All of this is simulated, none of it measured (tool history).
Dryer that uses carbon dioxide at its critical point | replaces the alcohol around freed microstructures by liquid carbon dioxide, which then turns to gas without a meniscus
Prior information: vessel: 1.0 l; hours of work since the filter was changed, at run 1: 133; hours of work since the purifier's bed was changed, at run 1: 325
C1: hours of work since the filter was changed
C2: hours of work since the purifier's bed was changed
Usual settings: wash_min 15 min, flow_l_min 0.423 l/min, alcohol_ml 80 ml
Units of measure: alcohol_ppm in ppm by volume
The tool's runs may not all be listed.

Run 1, day 0.000: usual settings; C1 133; C2 325. Result: alcohol_ppm 425 ppm by volume.
Run 2, day 0.412: usual settings but alcohol_ml 52 ml; C1 141; C2 333. Result: alcohol_ppm 283 ppm by volume.
Run 3, day 0.642: usual settings but alcohol_ml 52 ml; C1 145; C2 338. Result: alcohol_ppm 284 ppm by volume.
Run 4, day 0.871: usual settings but wash_min 23 min; C1 150; C2 342. Result: alcohol_ppm 61 ppm by volume.
Run 5, day 1.254: usual settings but wash_min 23 min, alcohol_ml 22 ml; C1 157; C2 349. Result: alcohol_ppm 41 ppm by volume.
Run 6, day 1.692: usual settings but wash_min 16 min; C1 165; C2 357. Result: alcohol_ppm 319 ppm by volume.
Run 7, day 2.150: usual settings; C1 174; C2 366. Result: alcohol_ppm 442 ppm by volume.
Run 8, day 2.342: usual settings but wash_min 11 min; C1 178; C2 370. Result: alcohol_ppm 1694 ppm by volume.
Run 9, day 2.638: usual settings but wash_min 11 min; C1 183; C2 375. Result: alcohol_ppm 1677 ppm by volume.
Run 10, day 2.900: usual settings but wash_min 11 min; C1 188; C2 380. Result: alcohol_ppm 1727 ppm by volume.
Run 11, day 3.092: usual settings but wash_min 11 min; C1 192; C2 384. Result: alcohol_ppm 1733 ppm by volume.
Run 12, day 3.333: usual settings but wash_min 11 min; C1 196; C2 389. Result: alcohol_ppm 1776 ppm by volume.
Run 13, day 3.679: usual settings; C1 203; C2 395. Result: alcohol_ppm 471 ppm by volume.
Run 14, day 4.083: usual settings; C1 211; C2 403. Result: alcohol_ppm 469 ppm by volume.
Run 15, day 4.404: usual settings; C1 217; C2 409. Result: alcohol_ppm 492 ppm by volume.
Run 16, day 4.742: usual settings; C1 223; C2 416. Result: alcohol_ppm 483 ppm by volume.
Run 17, day 5.129: usual settings but wash_min 23 min, flow_l_min 0.358 l/min, alcohol_ml 55 ml; C1 231; C2 423. Result: alcohol_ppm 113 ppm by volume.
Run 18, day 5.500: usual settings but wash_min 23 min, flow_l_min 0.358 l/min, alcohol_ml 55 ml; C1 238; C2 430. Result: alcohol_ppm 102 ppm by volume.
Run 19, day 5.721: usual settings but wash_min 17 min, flow_l_min 0.273 l/min, alcohol_ml 35 ml; C1 242; C2 434. Result: alcohol_ppm 1002 ppm by volume.
Run 20, day 5.988: usual settings but wash_min 17 min, flow_l_min 0.273 l/min, alcohol_ml 35 ml; C1 247; C2 439. Result: alcohol_ppm 1009 ppm by volume.
Run 21, day 6.333: usual settings but wash_min 9 min; C1 253; C2 446. Result: alcohol_ppm 3731 ppm by volume.
Run 22, day 6.796: usual settings but wash_min 11 min, flow_l_min 0.340 l/min; C1 262; C2 455. Result: alcohol_ppm 4236 ppm by volume.
Run 23, day 7.125: usual settings but wash_min 13 min, flow_l_min 0.276 l/min, alcohol_ml 58 ml; C1 269; C2 461. Result: alcohol_ppm 3691 ppm by volume.
Run 24, day 7.342: usual settings but wash_min 11 min, alcohol_ml 47 ml; C1 273; C2 465. Result: alcohol_ppm 1145 ppm by volume.
Run 25, day 7.750: usual settings but wash_min 17 min, flow_l_min 0.698 l/min, alcohol_ml 26 ml; C1 280; C2 473. Result: alcohol_ppm 46 ppm by volume.
Run 26, day 7.992: usual settings but wash_min 17 min, flow_l_min 0.698 l/min, alcohol_ml 26 ml; C1 285; C2 477. Result: alcohol_ppm 47 ppm by volume.
Run 27, day 8.192: usual settings but wash_min 17 min, flow_l_min 0.698 l/min, alcohol_ml 26 ml; C1 289; C2 481. Result: alcohol_ppm 45 ppm by volume.
Run 28, day 8.496: usual settings but wash_min 17 min, flow_l_min 0.698 l/min, alcohol_ml 26 ml; C1 295; C2 487. Result: alcohol_ppm 48 ppm by volume.
At day 8.579: inlet filter changed.
Run 29, day 8.779: usual settings but wash_min 17 min, flow_l_min 0.297 l/min, alcohol_ml 58 ml; C1 4; C2 492. Result: alcohol_ppm 814 ppm by volume.
Run 30, day 9.104: usual settings but wash_min 17 min, flow_l_min 0.297 l/min, alcohol_ml 58 ml; C1 10; C2 498. Result: alcohol_ppm 809 ppm by volume.

Take each entry between the runs: how does the hidden state at the last listed run before it differ from the hidden state at the first listed run after it?
Run 28 -> run 29: inlet filter changed (day 8.579)
  flow that reaches the vessel past the clogged filter, %: 89.9 -> 99.7; alcohol in the recycled carbon dioxide, ppm: 46.4 -> 46.8
  measured minus no-state result, alcohol_ppm: +40 -> +50 ppm by volume
